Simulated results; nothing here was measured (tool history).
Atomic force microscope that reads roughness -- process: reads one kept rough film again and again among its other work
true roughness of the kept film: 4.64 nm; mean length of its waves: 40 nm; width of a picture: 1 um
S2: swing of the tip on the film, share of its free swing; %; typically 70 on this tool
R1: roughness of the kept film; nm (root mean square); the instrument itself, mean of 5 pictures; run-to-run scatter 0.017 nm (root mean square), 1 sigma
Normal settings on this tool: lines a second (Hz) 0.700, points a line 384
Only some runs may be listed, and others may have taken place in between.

{"run": 1, "hour": 0.0, "lines a second (Hz)": 0.7, "S2": 70, "points a line": 384, "R1": 4.064}
{"run": 2, "hour": 5.2, "lines a second (Hz)": 0.837, "S2": 70, "points a line": 384, "R1": 4.001}
{"run": 3, "hour": 13.2, "lines a second (Hz)": 0.837, "S2": 58, "points a line": 384, "R1": 4.051}
{"hour": 19.4, "done": "new tip fitted"}
{"run": 4, "hour": 23.6, "lines a second (Hz)": 0.837, "S2": 58, "points a line": 384, "R1": 4.275}
{"run": 5, "hour": 31.0, "lines a second (Hz)": 0.7, "S2": 76, "points a line": 384, "R1": 4.125}
{"run": 6, "hour": 39.1, "lines a second (Hz)": 0.7, "S2": 76, "points a line": 384, "R1": 4.133}
{"run": 7, "hour": 45.9, "lines a second (Hz)": 0.7, "S2": 76, "points a line": 384, "R1": 4.104}
{"run": 8, "hour": 51.5, "lines a second (Hz)": 1.773, "S2": 70, "points a line": 384, "R1": 3.959}
{"run": 9, "hour": 58.0, "lines a second (Hz)": 0.7, "S2": 70, "points a line": 621, "R1": 4.184}
{"run": 10, "hour": 64.4, "lines a second (Hz)": 0.7, "S2": 70, "points a line": 621, "R1": 4.104}
{"run": 11, "hour": 72.2, "lines a second (Hz)": 0.7, "S2": 70, "points a line": 621, "R1": 4.105}
{"run": 12, "hour": 79.4, "lines a second (Hz)": 0.7, "S2": 70, "points a line": 290, "R1": 4.102}
{"run": 13, "hour": 87.3, "lines a second (Hz)": 1.052, "S2": 70, "points a line": 384, "R1": 3.966}
{"run": 14, "hour": 95.3, "lines a second (Hz)": 0.7, "S2": 70, "points a line": 764, "R1": 4.079}
{"run": 15, "hour": 107.4, "lines a second (Hz)": 2.017, "S2": 70, "points a line": 764, "R1": 3.821}
{"run": 16, "hour": 118.4, "lines a second (Hz)": 0.7, "S2": 70, "points a line": 384, "R1": 4.019}
{"run": 17, "hour": 124.8, "lines a second (Hz)": 0.7, "S2": 70, "points a line": 384, "R1": 4.012}
{"run": 18, "hour": 131.7, "lines a second (Hz)": 0.7, "S2": 70, "points a line": 384, "R1": 3.956}
{"hour": 136.7, "done": "new tip fitted"}
{"run": 19, "hour": 137.9, "lines a second (Hz)": 0.735, "S2": 88, "points a line": 663, "R1": 3.966}
{"run": 20, "hour": 149.4, "lines a second (Hz)": 0.735, "S2": 88, "points a line": 663, "R1": 4.008}
{"run": 21, "hour": 160.4, "lines a second (Hz)": 1.173, "S2": 66, "points a line": 476, "R1": 4.129}
{"run": 22, "hour": 169.1, "lines a second (Hz)": 1.173, "S2": 66, "points a line": 476, "R1": 4.11}
{"run": 23, "hour": 176.2, "lines a second (Hz)": 1.173, "S2": 66, "points a line": 476, "R1": 4.101}
{"run": 24, "hour": 183.2, "lines a second (Hz)": 0.7, "S2": 63, "points a line": 360, "R1": 4.197}
{"run": 25, "hour": 189.8, "lines a second (Hz)": 0.7, "S2": 73, "points a line": 384, "R1": 4.083}
{"run": 26, "hour": 198.3, "lines a second (Hz)": 1.005, "S2": 73, "points a line": 384, "R1": 3.971}
{"run": 27, "hour": 207.9, "lines a second (Hz)": 1.005, "S2": 73, "points a line": 384, "R1": 3.962}
{"run": 28, "hour": 219.3, "lines a second (Hz)": 1.083, "S2": 73, "points a line": 678, "R1": 3.931}
{"run": 29, "hour": 224.5, "lines a second (Hz)": 3.373, "S2": 70, "points a line": 652, "R1": 3.588}
{"run": 30, "hour": 232.5, "lines a second (Hz)": 1.296, "S2": 77, "points a line": 262, "R1": 3.791}
{"run": 31, "hour": 239.5, "lines a second (Hz)": 0.7, "S2": 61, "points a line": 734, "R1": 4.078}
{"run": 32, "hour": 249.7, "lines a second (Hz)": 0.7, "S2": 61, "points a line": 929, "R1": 4.093}
{"hour": 254.3, "done": "new tip fitted"}
{"run": 33, "hour": 258.2, "lines a second (Hz)": 0.7, "S2": 61, "points a line": 929, "R1": 4.313}
{"run": 34, "hour": 267.7, "lines a second (Hz)": 0.7, "S2": 82, "points a line": 928, "R1": 4.119}
{"run": 35, "hour": 277.3, "lines a second (Hz)": 0.558, "S2": 81, "points a line": 384, "R1": 4.126}

Predict each of these 5 candidate next runs independently; none follows another, all start after run 35:
{"run": "A", "hour": 283.8, "lines a second (Hz)": 0.7, "S2": 70, "points a line": 808, "R1": "?"}
{"run": "B", "hour": 283.8, "lines a second (Hz)": 0.7, "S2": 68, "points a line": 345, "R1": "?"}
{"run": "C", "hour": 283.8, "lines a second (Hz)": 0.558, "S2": 81, "points a line": 406, "R1": "?"}
{"run": "D", "hour": 283.8, "lines a second (Hz)": 0.558, "S2": 68, "points a line": 384, "R1": "?"}
{"run": "E", "hour": 283.8, "lines a second (Hz)": 0.52, "S2": 81, "points a line": 384, "R1": "?"}

run=A R1=4.189
run=B R1=4.147
run=C R1=4.111
run=D R1=4.230
run=E R1=4.147
With the hidden condition removed and each run's random variation left untouched, the same runs would have given:
run=A R1=4.233
run=B R1=4.191
run=C R1=4.155
run=D R1=4.274
run=E R1=4.190
